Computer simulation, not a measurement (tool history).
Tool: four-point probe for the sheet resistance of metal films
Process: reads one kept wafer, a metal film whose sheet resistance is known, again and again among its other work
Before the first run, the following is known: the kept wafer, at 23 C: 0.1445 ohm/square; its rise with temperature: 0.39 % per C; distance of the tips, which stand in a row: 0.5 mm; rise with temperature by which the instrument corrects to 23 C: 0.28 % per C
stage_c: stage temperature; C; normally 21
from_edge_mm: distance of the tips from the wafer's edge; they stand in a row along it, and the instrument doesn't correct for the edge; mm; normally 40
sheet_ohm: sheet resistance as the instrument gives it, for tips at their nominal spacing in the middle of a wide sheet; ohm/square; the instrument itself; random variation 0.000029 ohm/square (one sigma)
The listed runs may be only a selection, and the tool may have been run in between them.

run,hour,stage_c,from_edge_mm,sheet_ohm
1,0,21,40,0.145843
2,10.1,20,40,0.145658
3,19.5,20,40,0.145658
4,34.5,20,40,0.145638
5,53.5,28,40,0.146968
6,72.8,21,40,0.145871
7,88.2,21,40,0.145879
8,105.8,21,40,0.1459
9,124.9,21,40,0.14593
10,140.4,21,40,0.145893
11,153.4,21,40,0.145941
12,165.9,21,40,0.145979
13,175.8,34,40,0.147953
14,188.5,34,40,0.147925
# hour 190.7: stage's thermometer calibrated
15,200.1,34,40,0.14799
16,210.9,20,40,0.145942
17,222.3,22,10,0.146401
18,235.6,22,40,0.146225
19,243.5,22,31,0.146249
20,262.5,21,24,0.146158
21,275.8,21,5,0.146872
# hour 287.7: stage's thermometer calibrated, once more
22,288.7,29,19,0.147198

Some steps in sheet_ohm between neighbouring runs. How much of each would the tool show without its hidden state too (settings, what came in, random variation), and how much is left for the hidden state, with any gauge scatter that isn't in both results?
Hidden state at play: inner tips' distance over the nominal, %; tips' flats over new ones', %; wafer's true temperature over the reading, C; drift of the gauge itself on sheet_ohm, %.
Run 12 -> 13: stage_c 21 -> 34. sheet_ohm +0.001974 ohm/square: hidden state +0.000028, all else +0.001946.
Run 14 -> 15: stage's thermometer calibrated. sheet_ohm +0.000065 ohm/square: hidden state +0.000053, all else +0.000012.
Run 15 -> 16: stage_c 34 -> 20. sheet_ohm -0.002048 ohm/square: hidden state -0.000004, all else -0.002044.
Run 21 -> 22: stage_c 21 -> 29, from_edge_mm 5 -> 19, stage's thermometer calibrated, once more. sheet_ohm +0.000326 ohm/square: hidden state -0.000171, all else +0.000497.

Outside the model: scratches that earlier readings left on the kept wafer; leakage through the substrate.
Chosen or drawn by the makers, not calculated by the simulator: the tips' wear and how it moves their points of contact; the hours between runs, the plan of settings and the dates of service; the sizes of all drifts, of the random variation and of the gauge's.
